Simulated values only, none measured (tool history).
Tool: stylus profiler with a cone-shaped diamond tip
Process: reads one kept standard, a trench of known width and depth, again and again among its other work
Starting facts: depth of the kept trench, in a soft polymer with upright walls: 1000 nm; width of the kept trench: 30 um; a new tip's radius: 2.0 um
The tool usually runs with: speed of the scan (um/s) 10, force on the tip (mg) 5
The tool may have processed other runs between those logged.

run,day,speed of the scan (um/s),force on the tip (mg),depth of the trench (Å),width of the trench's floor (nm)
1,0,10,5,10223.5,26270
2,1.083,20,5,10226.5,26190
3,2.333,20,5,10226.3,26140
4,4.317,20,5,10227.8,26090
5,5.342,20,5,10222.4,26110
6,7.508,20,5,10227.9,26030
7,8.496,3,5,10228.3,26020
8,9.904,3,5,10229.5,26040
9,11.592,10,5,10225.7,25970
10,13.525,10,5,10234.7,25960
11,15.667,10,11.28,10393,25890
12,17.354,10,11.28,10395.6,25880
13,18.321,10,11.28,10394.1,25790
14,19.833,5,3.81,10193.8,25800
15,21.429,2,5,10240.2,25770
16,23.588,11,2.27,10147.5,25700
17,25.142,18,9.08,10349.2,25680
18,26.733,3,1.75,10123.7,25710
19,28.042,18,12.37,10426.2,25640
20,29.654,18,12.37,10426.4,25590
21,31.808,18,12.37,10426.3,25610

Below are 4 alternative next runs, each starting from the tool's condition after run 21. Predict each:
A,32.746,6,11.33,?,?
B,32.746,18,10.72,?,?
C,32.746,7,8.62,?,?
D,32.746,5,5,?,?

run,depth of the trench (Å),width of the trench's floor (nm)
A,10404.2,25590
B,10390.2,25590
C,10343.7,25590
D,10247.3,25630
What these runs would have given with no unlogged condition in the tool:
run,depth of the trench (Å),width of the trench's floor (nm)
A,10382.8,26530
B,10368.8,26530
C,10322.5,26530
D,10226.2,26560

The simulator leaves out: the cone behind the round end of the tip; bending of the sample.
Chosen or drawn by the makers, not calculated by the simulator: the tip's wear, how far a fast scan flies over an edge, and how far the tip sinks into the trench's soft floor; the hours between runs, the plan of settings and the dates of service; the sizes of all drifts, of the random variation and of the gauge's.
